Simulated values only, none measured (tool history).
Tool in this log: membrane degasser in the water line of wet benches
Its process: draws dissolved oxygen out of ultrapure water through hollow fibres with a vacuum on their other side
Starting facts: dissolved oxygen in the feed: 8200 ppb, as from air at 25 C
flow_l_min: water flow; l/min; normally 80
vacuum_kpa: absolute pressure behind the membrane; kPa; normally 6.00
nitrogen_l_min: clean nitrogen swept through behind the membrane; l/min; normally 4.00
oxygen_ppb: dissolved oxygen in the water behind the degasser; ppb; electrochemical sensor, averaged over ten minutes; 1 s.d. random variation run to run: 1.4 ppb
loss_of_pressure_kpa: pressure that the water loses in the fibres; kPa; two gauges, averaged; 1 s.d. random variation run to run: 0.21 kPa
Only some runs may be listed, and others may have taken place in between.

Run 1, day 0.000: usual settings. Result: oxygen_ppb 143.6 ppb, loss_of_pressure_kpa 50.99 kPa.
Run 2, day 14.167: usual settings. Result: oxygen_ppb 139.6 ppb, loss_of_pressure_kpa 50.55 kPa.
Run 3, day 24.242: usual settings. Result: oxygen_ppb 142.2 ppb, loss_of_pressure_kpa 50.97 kPa.
Run 4, day 34.175: usual settings. Result: oxygen_ppb 142.6 ppb, loss_of_pressure_kpa 50.65 kPa.
At day 35.342: membrane cartridge changed.
Run 5, day 45.862: usual settings but nitrogen_l_min 3.06 l/min. Result: oxygen_ppb 176.4 ppb, loss_of_pressure_kpa 51.36 kPa.
Run 6, day 53.162: usual settings but nitrogen_l_min 2.98 l/min. Result: oxygen_ppb 179.2 ppb, loss_of_pressure_kpa 50.49 kPa.
At day 59.208: vacuum gauge calibrated.
Run 7, day 59.208: usual settings. Result: oxygen_ppb 142.0 ppb, loss_of_pressure_kpa 50.92 kPa.
Run 8, day 70.838: usual settings. Result: oxygen_ppb 140.3 ppb, loss_of_pressure_kpa 50.98 kPa.
Run 9, day 76.729: usual settings. Result: oxygen_ppb 141.4 ppb, loss_of_pressure_kpa 50.44 kPa.
Run 10, day 89.071: usual settings. Result: oxygen_ppb 143.9 ppb, loss_of_pressure_kpa 50.60 kPa.
Run 11, day 100.329: usual settings but nitrogen_l_min 1.71 l/min. Result: oxygen_ppb 267.5 ppb, loss_of_pressure_kpa 50.60 kPa.
Run 12, day 110.379: usual settings but nitrogen_l_min 1.71 l/min. Result: oxygen_ppb 261.9 ppb, loss_of_pressure_kpa 50.89 kPa.
Run 13, day 124.871: usual settings but nitrogen_l_min 1.71 l/min. Result: oxygen_ppb 263.2 ppb, loss_of_pressure_kpa 51.10 kPa.
Run 14, day 138.721: usual settings but nitrogen_l_min 1.71 l/min. Result: oxygen_ppb 268.3 ppb, loss_of_pressure_kpa 51.10 kPa.
Run 15, day 148.283: usual settings but nitrogen_l_min 1.71 l/min. Result: oxygen_ppb 264.4 ppb, loss_of_pressure_kpa 50.68 kPa.
Run 16, day 161.104: usual settings but nitrogen_l_min 1.71 l/min. Result: oxygen_ppb 267.3 ppb, loss_of_pressure_kpa 50.68 kPa.
Run 17, day 175.554: usual settings but flow_l_min 99 l/min, vacuum_kpa 5.15 kPa. Result: oxygen_ppb 142.1 ppb, loss_of_pressure_kpa 62.64 kPa.
Run 18, day 182.462: usual settings but flow_l_min 99 l/min, vacuum_kpa 5.15 kPa. Result: oxygen_ppb 140.3 ppb, loss_of_pressure_kpa 62.47 kPa.
Run 19, day 189.158: usual settings but flow_l_min 99 l/min, vacuum_kpa 5.15 kPa, nitrogen_l_min 3.37 l/min. Result: oxygen_ppb 156.7 ppb, loss_of_pressure_kpa 63.13 kPa.
Run 20, day 200.758: usual settings but flow_l_min 99 l/min, vacuum_kpa 5.15 kPa, nitrogen_l_min 3.37 l/min. Result: oxygen_ppb 159.2 ppb, loss_of_pressure_kpa 62.97 kPa.
Run 21, day 211.288: usual settings but flow_l_min 66 l/min, nitrogen_l_min 1.86 l/min. Result: oxygen_ppb 208.4 ppb, loss_of_pressure_kpa 41.99 kPa.
At day 216.696: seals of the vacuum lines changed.
Run 22, day 224.138: usual settings but flow_l_min 54 l/min, vacuum_kpa 13.14 kPa, nitrogen_l_min 5.77 l/min. Result: oxygen_ppb 217.9 ppb, loss_of_pressure_kpa 34.30 kPa.
Run 23, day 238.279: usual settings but flow_l_min 54 l/min, vacuum_kpa 13.14 kPa, nitrogen_l_min 4.58 l/min. Result: oxygen_ppb 269.8 ppb, loss_of_pressure_kpa 34.10 kPa.
Run 24, day 246.658: usual settings but flow_l_min 86 l/min, vacuum_kpa 4.70 kPa, nitrogen_l_min 2.68 l/min. Result: oxygen_ppb 123.7 ppb, loss_of_pressure_kpa 54.40 kPa.
Run 25, day 260.517: usual settings but flow_l_min 86 l/min, vacuum_kpa 4.70 kPa, nitrogen_l_min 2.68 l/min. Result: oxygen_ppb 124.6 ppb, loss_of_pressure_kpa 54.67 kPa.
Run 26, day 271.108: usual settings but flow_l_min 62 l/min. Result: oxygen_ppb 104.8 ppb, loss_of_pressure_kpa 39.24 kPa.
Run 27, day 281.017: usual settings but flow_l_min 56 l/min, vacuum_kpa 4.47 kPa, nitrogen_l_min 7.65 l/min. Result: oxygen_ppb 27.2 ppb, loss_of_pressure_kpa 35.57 kPa.
Run 28, day 294.004: usual settings but flow_l_min 96 l/min, vacuum_kpa 11.68 kPa, nitrogen_l_min 2.43 l/min. Result: oxygen_ppb 649.8 ppb, loss_of_pressure_kpa 60.59 kPa.
Run 29, day 300.521: usual settings but flow_l_min 96 l/min, vacuum_kpa 11.68 kPa, nitrogen_l_min 2.43 l/min. Result: oxygen_ppb 659.8 ppb, loss_of_pressure_kpa 61.07 kPa.
Run 30, day 308.808: usual settings but flow_l_min 66 l/min, vacuum_kpa 8.09 kPa, nitrogen_l_min 4.23 l/min. Result: oxygen_ppb 183.2 ppb, loss_of_pressure_kpa 41.66 kPa.
Run 31, day 316.167: usual settings but flow_l_min 54 l/min, vacuum_kpa 6.41 kPa, nitrogen_l_min 4.23 l/min. Result: oxygen_ppb 98.4 ppb, loss_of_pressure_kpa 34.18 kPa.
Run 32, day 330.758: usual settings but flow_l_min 51 l/min, vacuum_kpa 6.41 kPa, nitrogen_l_min 4.74 l/min. Result: oxygen_ppb 82.3 ppb, loss_of_pressure_kpa 32.41 kPa.

What if the next run were any one of these 4? Each begins from the tool's condition after run 32:
Run A, day 339.796: usual settings but flow_l_min 109 l/min, nitrogen_l_min 1.86 l/min. Result: oxygen_ppb ?, loss_of_pressure_kpa ?.
Run B, day 339.796: usual settings but flow_l_min 51 l/min, vacuum_kpa 4.28 kPa, nitrogen_l_min 5.32 l/min. Result: oxygen_ppb ?, loss_of_pressure_kpa ?.
Run C, day 339.796: usual settings but flow_l_min 51 l/min, vacuum_kpa 12.62 kPa, nitrogen_l_min 11.58 l/min. Result: oxygen_ppb ?, loss_of_pressure_kpa ?.
Run D, day 339.796: usual settings but flow_l_min 126 l/min, vacuum_kpa 11.06 kPa, nitrogen_l_min 2.23 l/min. Result: oxygen_ppb ?, loss_of_pressure_kpa ?.

run  oxygen_ppb  loss_of_pressure_kpa
  A       344.8                 69.42
  B        27.7                 32.47
  C       104.4                 32.19
  D       823.5                 79.57
Stripped of hidden state, with their random variation kept, the same runs would have yielded:
run  oxygen_ppb  loss_of_pressure_kpa
  A       344.6                 69.38
  B        27.6                 32.45
  C       104.4                 32.18
  D       823.2                 79.53
